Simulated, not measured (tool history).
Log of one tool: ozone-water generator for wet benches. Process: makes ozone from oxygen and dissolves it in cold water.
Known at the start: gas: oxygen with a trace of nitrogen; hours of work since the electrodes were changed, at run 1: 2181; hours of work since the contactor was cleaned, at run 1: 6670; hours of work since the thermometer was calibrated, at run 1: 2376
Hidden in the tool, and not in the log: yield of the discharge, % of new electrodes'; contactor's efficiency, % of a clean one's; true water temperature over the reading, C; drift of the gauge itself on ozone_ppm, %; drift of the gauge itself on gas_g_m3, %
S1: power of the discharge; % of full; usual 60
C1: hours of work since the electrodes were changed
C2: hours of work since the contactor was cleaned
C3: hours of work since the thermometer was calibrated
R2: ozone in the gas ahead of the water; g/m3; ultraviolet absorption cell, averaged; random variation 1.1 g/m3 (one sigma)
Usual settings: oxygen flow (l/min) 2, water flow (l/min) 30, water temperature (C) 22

{"run": 1, "day": 0.0, "S1": 60, "oxygen flow (l/min)": 2, "water flow (l/min)": 30, "water temperature (C)": 22, "C1": 2181, "C2": 6670, "C3": 2376, "dissolved ozone (ppm)": 6.4, "R2": 201.8}
{"run": 2, "day": 3.446, "S1": 60, "oxygen flow (l/min)": 2, "water flow (l/min)": 30, "water temperature (C)": 22, "C1": 2243, "C2": 6732, "C3": 2438, "dissolved ozone (ppm)": 6.3, "R2": 201.4}
{"run": 3, "day": 10.746, "S1": 60, "oxygen flow (l/min)": 2, "water flow (l/min)": 29, "water temperature (C)": 22, "C1": 2375, "C2": 6863, "C3": 2570, "dissolved ozone (ppm)": 6.6, "R2": 202.7}
{"run": 4, "day": 18.446, "S1": 60, "oxygen flow (l/min)": 2, "water flow (l/min)": 29, "water temperature (C)": 22, "C1": 2513, "C2": 7002, "C3": 2709, "dissolved ozone (ppm)": 6.6, "R2": 201.6}
{"run": 5, "day": 24.275, "S1": 60, "oxygen flow (l/min)": 2, "water flow (l/min)": 30, "water temperature (C)": 26, "C1": 2618, "C2": 7107, "C3": 2813, "dissolved ozone (ppm)": 6, "R2": 201}
{"run": 6, "day": 29.1, "S1": 60, "oxygen flow (l/min)": 2, "water flow (l/min)": 36, "water temperature (C)": 26, "C1": 2705, "C2": 7194, "C3": 2900, "dissolved ozone (ppm)": 4.8, "R2": 200.7}
{"run": 7, "day": 32.842, "S1": 60, "oxygen flow (l/min)": 2, "water flow (l/min)": 36, "water temperature (C)": 26, "C1": 2773, "C2": 7261, "C3": 2968, "dissolved ozone (ppm)": 5, "R2": 201}
{"run": 8, "day": 38.396, "S1": 60, "oxygen flow (l/min)": 2, "water flow (l/min)": 36, "water temperature (C)": 26, "C1": 2873, "C2": 7361, "C3": 3068, "dissolved ozone (ppm)": 4.9, "R2": 201.7}
{"day": 39.621, "done": "water thermometer calibrated"}
{"run": 9, "day": 43.708, "S1": 57, "oxygen flow (l/min)": 2, "water flow (l/min)": 30, "water temperature (C)": 22, "C1": 2968, "C2": 7457, "C3": 74, "dissolved ozone (ppm)": 6.2, "R2": 192.4}
{"run": 10, "day": 51.142, "S1": 57, "oxygen flow (l/min)": 2, "water flow (l/min)": 30, "water temperature (C)": 22, "C1": 3102, "C2": 7590, "C3": 207, "dissolved ozone (ppm)": 6, "R2": 190.6}
{"run": 11, "day": 57.017, "S1": 57, "oxygen flow (l/min)": 2, "water flow (l/min)": 30, "water temperature (C)": 22, "C1": 3207, "C2": 7696, "C3": 313, "dissolved ozone (ppm)": 5.9, "R2": 192.3}
{"run": 12, "day": 61.067, "S1": 57, "oxygen flow (l/min)": 2, "water flow (l/min)": 29, "water temperature (C)": 22, "C1": 3280, "C2": 7769, "C3": 386, "dissolved ozone (ppm)": 6.1, "R2": 192.1}
{"run": 13, "day": 66.208, "S1": 57, "oxygen flow (l/min)": 2, "water flow (l/min)": 29, "water temperature (C)": 22, "C1": 3373, "C2": 7862, "C3": 479, "dissolved ozone (ppm)": 6.2, "R2": 191.2}
{"run": 14, "day": 72.362, "S1": 57, "oxygen flow (l/min)": 2, "water flow (l/min)": 37, "water temperature (C)": 22, "C1": 3484, "C2": 7973, "C3": 590, "dissolved ozone (ppm)": 4.7, "R2": 193.3}
{"run": 15, "day": 80.379, "S1": 57, "oxygen flow (l/min)": 2, "water flow (l/min)": 37, "water temperature (C)": 22, "C1": 3628, "C2": 8117, "C3": 734, "dissolved ozone (ppm)": 4.4, "R2": 191.2}
{"run": 16, "day": 84.775, "S1": 60, "oxygen flow (l/min)": 2, "water flow (l/min)": 27, "water temperature (C)": 22, "C1": 3707, "C2": 8196, "C3": 813, "dissolved ozone (ppm)": 6.8, "R2": 200.8}
{"run": 17, "day": 90.392, "S1": 56, "oxygen flow (l/min)": 1.8, "water flow (l/min)": 20, "water temperature (C)": 28, "C1": 3808, "C2": 8297, "C3": 914, "dissolved ozone (ppm)": 8.3, "R2": 200.2}
{"run": 18, "day": 97.938, "S1": 67, "oxygen flow (l/min)": 1.06, "water flow (l/min)": 18, "water temperature (C)": 27, "C1": 3944, "C2": 8433, "C3": 1050, "dissolved ozone (ppm)": 10.1, "R2": 331.2}
{"run": 19, "day": 105.929, "S1": 60, "oxygen flow (l/min)": 1.89, "water flow (l/min)": 30, "water temperature (C)": 20, "C1": 4088, "C2": 8577, "C3": 1194, "dissolved ozone (ppm)": 6.2, "R2": 206.8}
{"run": 20, "day": 110.475, "S1": 48, "oxygen flow (l/min)": 2, "water flow (l/min)": 39, "water temperature (C)": 21, "C1": 4170, "C2": 8659, "C3": 1276, "dissolved ozone (ppm)": 3.8, "R2": 163.9}
{"run": 21, "day": 114.312, "S1": 68, "oxygen flow (l/min)": 2.26, "water flow (l/min)": 30, "water temperature (C)": 14, "C1": 4239, "C2": 8728, "C3": 1345, "dissolved ozone (ppm)": 7.4, "R2": 204.7}
{"run": 22, "day": 121.767, "S1": 68, "oxygen flow (l/min)": 2.26, "water flow (l/min)": 30, "water temperature (C)": 14, "C1": 4373, "C2": 8862, "C3": 1479, "dissolved ozone (ppm)": 7.2, "R2": 205.4}
{"run": 23, "day": 128.021, "S1": 68, "oxygen flow (l/min)": 2.26, "water flow (l/min)": 30, "water temperature (C)": 14, "C1": 4486, "C2": 8975, "C3": 1592, "dissolved ozone (ppm)": 7.2, "R2": 204}
{"run": 24, "day": 132.858, "S1": 68, "oxygen flow (l/min)": 1.61, "water flow (l/min)": 30, "water temperature (C)": 14, "C1": 4573, "C2": 9062, "C3": 1679, "dissolved ozone (ppm)": 6.9, "R2": 254.6}
{"run": 25, "day": 140.362, "S1": 68, "oxygen flow (l/min)": 1.61, "water flow (l/min)": 30, "water temperature (C)": 14, "C1": 4708, "C2": 9197, "C3": 1814, "dissolved ozone (ppm)": 6.6, "R2": 253.5}
{"run": 26, "day": 145.758, "S1": 68, "oxygen flow (l/min)": 1.61, "water flow (l/min)": 30, "water temperature (C)": 14, "C1": 4805, "C2": 9294, "C3": 1911, "dissolved ozone (ppm)": 6.7, "R2": 254.5}
{"run": 27, "day": 152.35, "S1": 68, "oxygen flow (l/min)": 1.61, "water flow (l/min)": 30, "water temperature (C)": 14, "C1": 4924, "C2": 9413, "C3": 2030, "dissolved ozone (ppm)": 6.7, "R2": 252.6}
{"run": 28, "day": 159.875, "S1": 60, "oxygen flow (l/min)": 2.99, "water flow (l/min)": 23, "water temperature (C)": 24, "C1": 5060, "C2": 9548, "C3": 2165, "dissolved ozone (ppm)": 8.1, "R2": 150.7}
{"run": 29, "day": 163.179, "S1": 57, "oxygen flow (l/min)": 1.33, "water flow (l/min)": 34, "water temperature (C)": 29, "C1": 5119, "C2": 9608, "C3": 2225, "dissolved ozone (ppm)": 4.2, "R2": 244.8}
{"run": 30, "day": 169.379, "S1": 60, "oxygen flow (l/min)": 1.31, "water flow (l/min)": 31, "water temperature (C)": 18, "C1": 5231, "C2": 9720, "C3": 2336, "dissolved ozone (ppm)": 5.3, "R2": 259.1}
{"run": 31, "day": 172.746, "S1": 60, "oxygen flow (l/min)": 1.31, "water flow (l/min)": 39, "water temperature (C)": 23, "C1": 5291, "C2": 9780, "C3": 2397, "dissolved ozone (ppm)": 3.8, "R2": 257.2}
{"run": 32, "day": 177.192, "S1": 60, "oxygen flow (l/min)": 2.95, "water flow (l/min)": 39, "water temperature (C)": 23, "C1": 5371, "C2": 9860, "C3": 2477, "dissolved ozone (ppm)": 4.7, "R2": 152.6}

The same runs without the tool's hidden state, with the same run-to-run variation:
run=1 dissolved_ozone_(ppm)=7.1 R2=205.8
run=2 dissolved_ozone_(ppm)=7 R2=205.5
run=3 dissolved_ozone_(ppm)=7.3 R2=207.1
run=4 dissolved_ozone_(ppm)=7.4 R2=206.2
run=5 dissolved_ozone_(ppm)=6.7 R2=205.8
run=6 dissolved_ozone_(ppm)=5.4 R2=205.6
run=7 dissolved_ozone_(ppm)=5.6 R2=206
run=8 dissolved_ozone_(ppm)=5.6 R2=206.9
run=9 dissolved_ozone_(ppm)=6.9 R2=197.3
run=10 dissolved_ozone_(ppm)=6.7 R2=195.6
run=11 dissolved_ozone_(ppm)=6.7 R2=197.6
run=12 dissolved_ozone_(ppm)=6.9 R2=197.4
run=13 dissolved_ozone_(ppm)=7 R2=196.7
run=14 dissolved_ozone_(ppm)=5.3 R2=199
run=15 dissolved_ozone_(ppm)=5.1 R2=197
run=16 dissolved_ozone_(ppm)=7.8 R2=207.5
run=17 dissolved_ozone_(ppm)=9.4 R2=206.5
run=18 dissolved_ozone_(ppm)=11.6 R2=344.3
run=19 dissolved_ozone_(ppm)=7.1 R2=214.3
run=20 dissolved_ozone_(ppm)=4.3 R2=168.5
run=21 dissolved_ozone_(ppm)=8.6 R2=213.5
run=22 dissolved_ozone_(ppm)=8.4 R2=214.5
run=23 dissolved_ozone_(ppm)=8.4 R2=213.2
run=24 dissolved_ozone_(ppm)=8.1 R2=266.4
run=25 dissolved_ozone_(ppm)=7.7 R2=265.6
run=26 dissolved_ozone_(ppm)=7.8 R2=266.8
run=27 dissolved_ozone_(ppm)=7.9 R2=265.1
run=28 dissolved_ozone_(ppm)=9.4 R2=157.5
run=29 dissolved_ozone_(ppm)=5 R2=255.3
run=30 dissolved_ozone_(ppm)=6.3 R2=271.1
run=31 dissolved_ozone_(ppm)=4.6 R2=269.2
run=32 dissolved_ozone_(ppm)=5.6 R2=159.8
